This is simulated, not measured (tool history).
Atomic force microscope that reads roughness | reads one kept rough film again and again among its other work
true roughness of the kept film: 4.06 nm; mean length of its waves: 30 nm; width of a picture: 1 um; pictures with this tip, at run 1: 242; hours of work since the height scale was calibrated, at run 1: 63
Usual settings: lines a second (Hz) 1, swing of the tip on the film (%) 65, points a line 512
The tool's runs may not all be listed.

run     day  lines a second (Hz)  swing of the tip on the film (%)  points a line  pictures with this tip  hours of work since the height scale was calibrated  roughness of the kept film (nm (root mean square))
  1       0                    1                                65            512                     242                                                   63                                               3.169
      1.542  -- new tip fitted
  2   1.562                    1                                65            512                       1                                                   91                                               3.485
  3   3.117                    1                                65            512                      73                                                  119                                               3.413
  4   5.404                    1                                65            512                     180                                                  160                                               3.265
  5   7.079                    1                                65            512                     258                                                  190                                               3.186
      8.296  -- new tip fitted
  6   8.825                    1                                65            512                      24                                                  221                                               3.489
  7  10.454                    1                                65            512                     100                                                  250                                               3.383
  8  12.479                    1                                65            512                     195                                                  287                                               3.278
  9  14.083                    1                                65            512                     269                                                  315                                               3.169
     15.088  -- new tip fitted
 10  16.004                    1                                65            512                      43                                                  349                                                3.41
 11  17.967                    1                                65            512                     134                                                  385                                               3.344
 12  19.729                    1                                65            481                     216                                                  416                                               3.203
 13  21.058                    1                                65            481                     278                                                  440                                               3.157
     21.858  -- new tip fitted
 14  22.442                    1                                65            408                      28                                                  464                                               3.501
 15  23.871                 2.71                                72            263                      94                                                  490                                               3.137
 16  25.854                 0.51                                85            441                     187                                                  526                                               3.239
     26.071  -- height scale calibrated on a step standard
 17  27.512                 2.97                                65            446                     262                                                   26                                               3.066
 18  28.579                 2.97                                65            602                     312                                                   45                                               3.014
     28.779  -- new tip fitted
 19  30.925                 2.97                                65            602                     100                                                   87                                               3.262
 20  32.612                 2.97                                65            602                     178                                                  117                                               3.145
     33.346  -- height scale calibrated on a step standard, once more
 21  35.171                 2.97                                64            602                     296                                                   33                                               2.985
     35.692  -- new tip fitted
 22   37.65                    1                                84            824                      91                                                   77                                               3.297
 23  39.492                 1.91                                57            512                     177                                                  110                                               3.278
 24  41.225                 1.98                                57            584                     258                                                  141                                               3.182
     42.454  -- new tip fitted
 25  42.904                 1.98                                57            584                      21                                                  171                                               3.448
 26  44.917                 1.13                                65            512                     115                                                  207                                               3.346

Measured less the same run without the tool's hidden state. The same run-to-run variation is in both; the gauge's scatter may not be:
The hidden state here: radius of the tip, nm; height scale over the true one, %; drift of the gauge itself on roughness_nm, %.
run  roughness of the kept film (nm (root mean square))
  1                                              -0.342
  2                                              -0.008
  3                                              -0.107
  4                                              -0.237
  5                                              -0.323
  6                                              -0.021
  7                                              -0.126
  8                                              -0.248
  9                                               -0.34
 10                                              -0.081
 11                                              -0.188
 12                                              -0.288
 13                                               -0.36
 14                                              -0.023
 15                                              -0.105
 16                                              -0.227
 17                                              -0.286
 18                                              -0.346
 19                                              -0.107
 20                                              -0.204
 21                                              -0.392
 22                                              -0.121
 23                                              -0.236
 24                                              -0.327
 25                                              -0.046
 26                                              -0.164
